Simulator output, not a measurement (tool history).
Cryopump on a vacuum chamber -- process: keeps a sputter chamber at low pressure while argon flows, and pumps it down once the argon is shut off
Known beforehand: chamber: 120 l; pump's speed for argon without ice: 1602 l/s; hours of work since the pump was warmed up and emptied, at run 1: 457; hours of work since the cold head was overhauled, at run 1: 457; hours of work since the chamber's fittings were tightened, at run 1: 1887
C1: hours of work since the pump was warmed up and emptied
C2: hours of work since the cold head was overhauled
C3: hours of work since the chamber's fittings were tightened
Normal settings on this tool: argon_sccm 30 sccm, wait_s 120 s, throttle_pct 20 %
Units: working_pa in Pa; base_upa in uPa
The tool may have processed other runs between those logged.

run 1 hour=0 | argon_sccm=30 wait_s=120 throttle_pct=20 | C1=457 C2=457 C3=1887 | working_pa=0.1615 base_upa=1.85
run 2 hour=68.8 | argon_sccm=30 wait_s=120 throttle_pct=20 | C1=517 C2=517 C3=1948 | working_pa=0.1623 base_upa=1.93
run 3 hour=116.4 | argon_sccm=30 wait_s=120 throttle_pct=20 | C1=558 C2=558 C3=1989 | working_pa=0.1628 base_upa=1.91
run 4 hour=179.9 | argon_sccm=30 wait_s=86 throttle_pct=20 | C1=614 C2=614 C3=2045 | working_pa=0.1644 base_upa=2.18
-- hour=214.1 pump warmed up, emptied and cooled again
run 5 hour=227.6 | argon_sccm=30 wait_s=86 throttle_pct=20 | C1=12 C2=652 C3=2082 | working_pa=0.1592 base_upa=2.11
run 6 hour=276 | argon_sccm=30 wait_s=86 throttle_pct=20 | C1=54 C2=694 C3=2125 | working_pa=0.159 base_upa=2.13
run 7 hour=322.9 | argon_sccm=30 wait_s=86 throttle_pct=20 | C1=95 C2=735 C3=2166 | working_pa=0.16 base_upa=2.13
run 8 hour=383.6 | argon_sccm=30 wait_s=86 throttle_pct=20 | C1=148 C2=788 C3=2219 | working_pa=0.1592 base_upa=2.2
run 9 hour=436.8 | argon_sccm=30 wait_s=86 throttle_pct=20 | C1=195 C2=835 C3=2266 | working_pa=0.1597 base_upa=2.2
run 10 hour=506.1 | argon_sccm=30 wait_s=86 throttle_pct=20 | C1=256 C2=895 C3=2326 | working_pa=0.1605 base_upa=2.23
-- hour=532 leaking fittings of the chamber tightened, without venting
run 11 hour=584.4 | argon_sccm=30 wait_s=20 throttle_pct=20 | C1=323 C2=962 C3=46 | working_pa=0.161 base_upa=4.09
run 12 hour=628 | argon_sccm=30 wait_s=120 throttle_pct=20 | C1=361 C2=1000 C3=84 | working_pa=0.1607 base_upa=0.92
run 13 hour=672.9 | argon_sccm=30 wait_s=120 throttle_pct=20 | C1=400 C2=1040 C3=123 | working_pa=0.1617 base_upa=0.94
run 14 hour=734.5 | argon_sccm=30 wait_s=120 throttle_pct=20 | C1=454 C2=1094 C3=177 | working_pa=0.1614 base_upa=0.93
run 15 hour=798.9 | argon_sccm=26 wait_s=90 throttle_pct=20 | C1=510 C2=1150 C3=234 | working_pa=0.1407 base_upa=1.21
run 16 hour=858.6 | argon_sccm=27 wait_s=90 throttle_pct=40 | C1=563 C2=1203 C3=286 | working_pa=0.0757 base_upa=1.23
run 17 hour=931 | argon_sccm=27 wait_s=31 throttle_pct=42 | C1=626 C2=1266 C3=349 | working_pa=0.0732 base_upa=2.87
-- hour=951.4 pump warmed up, emptied and cooled again
run 18 hour=976 | argon_sccm=27 wait_s=31 throttle_pct=42 | C1=22 C2=1301 C3=385 | working_pa=0.0688 base_upa=2.84
run 19 hour=1007.9 | argon_sccm=27 wait_s=31 throttle_pct=42 | C1=50 C2=1329 C3=412 | working_pa=0.0687 base_upa=2.88
run 20 hour=1073.1 | argon_sccm=37 wait_s=99 throttle_pct=42 | C1=107 C2=1386 C3=470 | working_pa=0.0955 base_upa=1.24
run 21 hour=1112.5 | argon_sccm=37 wait_s=99 throttle_pct=42 | C1=141 C2=1420 C3=504 | working_pa=0.0958 base_upa=1.25
run 22 hour=1155 | argon_sccm=37 wait_s=99 throttle_pct=42 | C1=178 C2=1458 C3=541 | working_pa=0.0951 base_upa=1.3
run 23 hour=1202 | argon_sccm=12 wait_s=46 throttle_pct=35 | C1=220 C2=1499 C3=582 | working_pa=0.0372 base_upa=2.2
run 24 hour=1269.8 | argon_sccm=30 wait_s=47 throttle_pct=46 | C1=279 C2=1558 C3=642 | working_pa=0.0711 base_upa=2.22
run 25 hour=1311.3 | argon_sccm=18 wait_s=47 throttle_pct=38 | C1=315 C2=1595 C3=678 | working_pa=0.0516 base_upa=2.16
run 26 hour=1380.1 | argon_sccm=35 wait_s=131 throttle_pct=19 | C1=376 C2=1655 C3=738 | working_pa=0.1982 base_upa=1.21
run 27 hour=1411.6 | argon_sccm=35 wait_s=131 throttle_pct=19 | C1=403 C2=1682 C3=766 | working_pa=0.1987 base_upa=1.23
run 28 hour=1479.5 | argon_sccm=29 wait_s=188 throttle_pct=16 | C1=463 C2=1742 C3=826 | working_pa=0.1951 base_upa=1.09

Forecast each of these 4 alternatives for the next run:
run A hour=1532.7 | argon_sccm=29 wait_s=188 throttle_pct=35 | C1=509 C2=1788 C3=872 | working_pa=? base_upa=?
run B hour=1532.7 | argon_sccm=14 wait_s=188 throttle_pct=16 | C1=509 C2=1788 C3=872 | working_pa=? base_upa=?
run C hour=1532.7 | argon_sccm=46 wait_s=84 throttle_pct=20 | C1=509 C2=1788 C3=872 | working_pa=? base_upa=?
run D hour=1532.7 | argon_sccm=17 wait_s=21 throttle_pct=55 | C1=509 C2=1788 C3=872 | working_pa=? base_upa=?

run=A working_pa=0.0916 base_upa=1.12
run=B working_pa=0.095 base_upa=1.13
run=C working_pa=0.2502 base_upa=1.67
run=D working_pa=0.0357 base_upa=4.28
With the hidden condition removed and each run's random variation left untouched, the same runs would have given:
run=A working_pa=0.0868 base_upa=0.6
run=B working_pa=0.0927 base_upa=0.59
run=C working_pa=0.2426 base_upa=1.12
run=D working_pa=0.0329 base_upa=3.75
